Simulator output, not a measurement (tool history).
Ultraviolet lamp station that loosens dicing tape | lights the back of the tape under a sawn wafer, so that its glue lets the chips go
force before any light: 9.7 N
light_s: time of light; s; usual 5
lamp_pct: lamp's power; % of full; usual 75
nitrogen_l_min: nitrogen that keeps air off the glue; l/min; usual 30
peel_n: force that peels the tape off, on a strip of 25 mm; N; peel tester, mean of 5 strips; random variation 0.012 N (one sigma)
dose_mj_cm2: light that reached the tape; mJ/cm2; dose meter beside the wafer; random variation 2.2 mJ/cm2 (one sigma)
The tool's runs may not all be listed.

run   hour  light_s  lamp_pct  nitrogen_l_min  peel_n  dose_mj_cm2
  1    0.0        5        75              30   0.781          157
  2   34.0        5        75              30   0.762          158
  3   66.5        5        75              10   1.436          154
  4   83.7        5        95              10   0.904          190
  5  108.8        5        95              10   0.930          193
  6  124.2        5        95              10   0.935          192
  7  153.1        5        95              10   0.963          194
  8  167.6        5        95              10   0.986          190
  9  188.3        5        75              60   0.655          151
 10  209.1        5        75              60   0.656          147
 11  226.0        5        75              60   0.651          146
 12  261.1        7        75              30   0.448          208
 13  278.0        8        75              30   0.370          233
 14  294.9        9        75              30   0.311          261
 15  319.9        5        88              30   0.692          170
 16  349.9        5        88              30   0.682          164
 17  369.3        5        88              30   0.682          168
 18  384.4        5        88              30   0.687          166
 19  404.8        5        75              30   0.970          141
 20  419.1        2        77              30   3.616           59
 21  452.8        2        77              30   3.579           59
     466.9  -- window cleaned of glue's vapour
 22  468.1        5        67              30   0.875          145
 23  498.5        5        70              30   0.813          152
 24  533.7        2        69              16   3.972           60
 25  556.8        2        69              16   3.957           59
 26  587.5        5        80              30   0.657          173
 27  620.6        5        87              10   1.042          185
 28  648.6        5        87              10   1.054          183
 29  668.5        5        95              28   0.513          199
 30  696.2        5        95              28   0.502          198
 31  729.7        2        95              12   3.315           79
 32  746.0        4        95              55   0.624          162
 33  768.6        4        95              55   0.627          157
 34  796.1        4        96              55   0.622          158
 35  819.1        3        68              30   2.389           80
 36  843.8        8        61              35   0.469          196
 37  866.4        2        74              20   3.881           61

Hidden state or all else? Some run-to-run changes of peel_n, split into what the settings, what came in and random variation would give without the hidden state, and what is left for the hidden state (with any gauge scatter that isn't in both results):
The hidden state here: lamp's light, % of a new lamp's; light that the window lets through, % of a clean one's; drift of the gauge itself on peel_n, %; drift of the gauge itself on dose_mj_cm2, %.
Run 19 -> 20: light_s 5 -> 2, lamp_pct 75 -> 77. peel_n +2.646 N: hidden state +0.576, all else +2.070.
Run 21 -> 22: light_s 2 -> 5, lamp_pct 77 -> 67, window cleaned of glue's vapour. peel_n -2.704 N: hidden state -0.813, all else -1.891.
Run 23 -> 24: light_s 5 -> 2, lamp_pct 70 -> 69, nitrogen_l_min 30 -> 16. peel_n +3.159 N: hidden state +0.298, all else +2.861.
Run 25 -> 26: light_s 2 -> 5, lamp_pct 69 -> 80, nitrogen_l_min 16 -> 30. peel_n -3.300 N: hidden state -0.332, all else -2.968.
Run 36 -> 37: light_s 8 -> 2, lamp_pct 61 -> 74, nitrogen_l_min 35 -> 20. peel_n +3.412 N: hidden state +0.652, all else +2.760.
